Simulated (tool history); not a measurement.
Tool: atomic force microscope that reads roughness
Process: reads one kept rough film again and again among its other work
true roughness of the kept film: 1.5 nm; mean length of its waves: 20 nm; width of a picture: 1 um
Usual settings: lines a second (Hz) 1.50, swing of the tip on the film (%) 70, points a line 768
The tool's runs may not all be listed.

run,hour,lines a second (Hz),swing of the tip on the film (%),points a line,roughness of the kept film (nm (root mean square))
1,0.0,1.50,70,768,1.089
2,11.8,1.50,76,768,1.058
3,27.5,1.50,76,768,1.030
# hour 36.0: new tip fitted
4,42.2,1.50,76,768,1.287
5,53.9,1.50,70,768,1.278
6,63.7,1.50,70,768,1.245
7,78.3,1.50,70,768,1.215
8,91.0,1.50,70,768,1.191
9,107.0,1.50,70,768,1.166
10,117.9,1.50,70,768,1.126
11,131.5,0.61,70,768,1.128
12,148.4,0.61,70,768,1.089
13,158.7,0.61,70,768,1.064
# hour 164.6: new tip fitted
14,175.7,0.61,70,768,1.329
15,192.4,0.61,70,768,1.275
16,208.6,0.61,70,843,1.235
17,217.3,0.61,70,843,1.221
18,225.2,0.61,70,843,1.208
19,234.8,1.50,70,768,1.156
20,251.9,1.50,70,268,1.087
21,263.8,1.50,70,268,1.060
22,278.8,0.97,70,268,1.057
23,288.3,1.50,70,768,1.041
# hour 293.7: new tip fitted
24,299.7,1.50,70,768,1.290
25,314.3,1.50,69,452,1.260
26,328.3,1.50,69,452,1.222
27,344.7,1.20,60,664,1.220
28,353.7,1.60,70,768,1.157
29,366.3,1.50,63,514,1.148
30,378.1,3.36,59,541,1.104
31,396.3,1.30,65,387,1.085
32,405.6,0.68,63,342,1.071
33,416.3,0.68,63,385,1.073
# hour 422.2: new tip fitted
34,425.6,0.68,75,385,1.318
35,433.2,3.21,75,793,1.203
36,443.5,3.21,75,793,1.176
37,459.9,0.77,63,583,1.241
38,473.0,0.74,65,856,1.219
39,491.2,1.35,65,325,1.149
40,499.1,1.35,65,325,1.134
41,508.6,1.30,74,387,1.100
42,520.9,1.50,77,768,1.064
43,539.0,1.50,77,768,1.036
# hour 551.0: new tip fitted
44,555.7,1.50,77,768,1.279
45,566.5,1.50,56,366,1.304
46,577.5,0.71,56,405,1.283
47,591.5,1.50,85,768,1.156

Forecast each of these 4 alternatives for the next run:
A,608.6,1.50,89,768,?
B,608.6,2.42,60,401,?
C,608.6,3.44,70,768,?
D,608.6,1.50,59,846,?

run,roughness of the kept film (nm (root mean square))
A,1.105
B,1.172
C,1.110
D,1.200
Without the tool's hidden state the same runs would have given:
run,roughness of the kept film (nm (root mean square))
A,1.257
B,1.334
C,1.264
D,1.366

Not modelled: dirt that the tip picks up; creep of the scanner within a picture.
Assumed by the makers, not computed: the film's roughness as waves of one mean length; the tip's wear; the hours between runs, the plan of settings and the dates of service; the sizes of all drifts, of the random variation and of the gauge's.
